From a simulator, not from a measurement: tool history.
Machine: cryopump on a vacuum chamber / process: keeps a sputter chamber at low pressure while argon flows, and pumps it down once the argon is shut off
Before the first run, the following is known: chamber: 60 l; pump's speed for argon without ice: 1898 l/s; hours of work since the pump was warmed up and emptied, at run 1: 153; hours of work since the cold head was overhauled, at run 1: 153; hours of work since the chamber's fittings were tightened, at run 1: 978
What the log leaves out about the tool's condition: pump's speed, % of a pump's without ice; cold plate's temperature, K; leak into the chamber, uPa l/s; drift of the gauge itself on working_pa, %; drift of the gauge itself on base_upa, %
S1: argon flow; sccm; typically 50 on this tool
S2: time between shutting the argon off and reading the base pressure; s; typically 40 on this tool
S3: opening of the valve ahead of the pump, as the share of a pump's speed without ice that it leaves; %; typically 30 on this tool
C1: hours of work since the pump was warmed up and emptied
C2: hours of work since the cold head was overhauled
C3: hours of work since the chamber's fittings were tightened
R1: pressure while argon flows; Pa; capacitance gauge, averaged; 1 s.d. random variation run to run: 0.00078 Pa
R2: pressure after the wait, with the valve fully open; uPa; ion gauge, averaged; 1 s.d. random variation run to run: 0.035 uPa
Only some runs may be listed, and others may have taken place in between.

run 1 hour=0 | S1=50 S2=40 S3=30 | C1=153 C2=153 C3=978 | R1=0.1514 R2=2.24
run 2 hour=58.3 | S1=50 S2=40 S3=30 | C1=194 C2=194 C3=1019 | R1=0.1515 R2=2.33
run 3 hour=109 | S1=50 S2=40 S3=30 | C1=230 C2=230 C3=1055 | R1=0.1522 R2=2.39
run 4 hour=204.8 | S1=50 S2=40 S3=30 | C1=298 C2=298 C3=1123 | R1=0.1519 R2=2.38
run 5 hour=306.2 | S1=50 S2=40 S3=30 | C1=370 C2=370 C3=1194 | R1=0.1532 R2=2.4
run 6 hour=367.1 | S1=50 S2=40 S3=21 | C1=413 C2=413 C3=1237 | R1=0.2164 R2=2.51
run 7 hour=430.9 | S1=50 S2=40 S3=30 | C1=458 C2=458 C3=1283 | R1=0.1538 R2=2.45
run 8 hour=498.4 | S1=50 S2=40 S3=30 | C1=506 C2=506 C3=1330 | R1=0.1558 R2=2.48
run 9 hour=599.4 | S1=50 S2=40 S3=30 | C1=577 C2=577 C3=1402 | R1=0.157 R2=2.58
run 10 hour=704.7 | S1=50 S2=40 S3=30 | C1=652 C2=652 C3=1476 | R1=0.1568 R2=2.59
run 11 hour=809.7 | S1=50 S2=40 S3=30 | C1=726 C2=726 C3=1551 | R1=0.159 R2=2.65
run 12 hour=894.9 | S1=50 S2=40 S3=30 | C1=787 C2=787 C3=1611 | R1=0.1595 R2=2.69
run 13 hour=963 | S1=49 S2=106 S3=30 | C1=835 C2=835 C3=1659 | R1=0.1586 R2=1.66
run 14 hour=1013.1 | S1=64 S2=129 S3=59 | C1=870 C2=870 C3=1695 | R1=0.1124 R2=1.61
run 15 hour=1130.6 | S1=22 S2=34 S3=49 | C1=954 C2=954 C3=1778 | R1=0.046 R2=3.11
run 16 hour=1245.7 | S1=22 S2=34 S3=49 | C1=1035 C2=1035 C3=1859 | R1=0.0465 R2=3.18
run 17 hour=1352.9 | S1=22 S2=34 S3=49 | C1=1111 C2=1111 C3=1935 | R1=0.0471 R2=3.23
run 18 hour=1405.6 | S1=22 S2=34 S3=49 | C1=1148 C2=1148 C3=1973 | R1=0.0472 R2=3.31
-- hour=1474.7 pump warmed up, emptied and cooled again
run 19 hour=1486.5 | S1=99 S2=40 S3=30 | C1=8 C2=1202 C3=2026 | R1=0.2948 R2=2.78
run 20 hour=1557.8 | S1=50 S2=94 S3=28 | C1=59 C2=1253 C3=2077 | R1=0.1604 R2=1.74
run 21 hour=1631.3 | S1=50 S2=94 S3=28 | C1=111 C2=1305 C3=2129 | R1=0.1595 R2=1.73
run 22 hour=1722.5 | S1=50 S2=94 S3=28 | C1=175 C2=1369 C3=2193 | R1=0.161 R2=1.81
run 23 hour=1794.3 | S1=42 S2=40 S3=35 | C1=226 C2=1420 C3=2244 | R1=0.1083 R2=2.83

4 ways to go on from here, each from the tool as it stands after run 23. What would each give?
run A hour=1849.8 | S1=41 S2=40 S3=35 | C1=266 C2=1459 C3=2284 | R1=? R2=?
run B hour=1849.8 | S1=47 S2=25 S3=32 | C1=266 C2=1459 C3=2284 | R1=? R2=?
run C hour=1849.8 | S1=26 S2=132 S3=27 | C1=266 C2=1459 C3=2284 | R1=? R2=?
run D hour=1849.8 | S1=29 S2=90 S3=35 | C1=266 C2=1459 C3=2284 | R1=? R2=?

run=A R1=0.1072 R2=2.84
run=B R1=0.1337 R2=3.91
run=C R1=0.0877 R2=1.63
run=D R1=0.0758 R2=1.85
What these runs would have given with no unlogged condition in the tool:
run=A R1=0.1043 R2=1.89
run=B R1=0.1305 R2=2.95
run=C R1=0.0859 R2=0.68
run=D R1=0.0737 R2=0.91
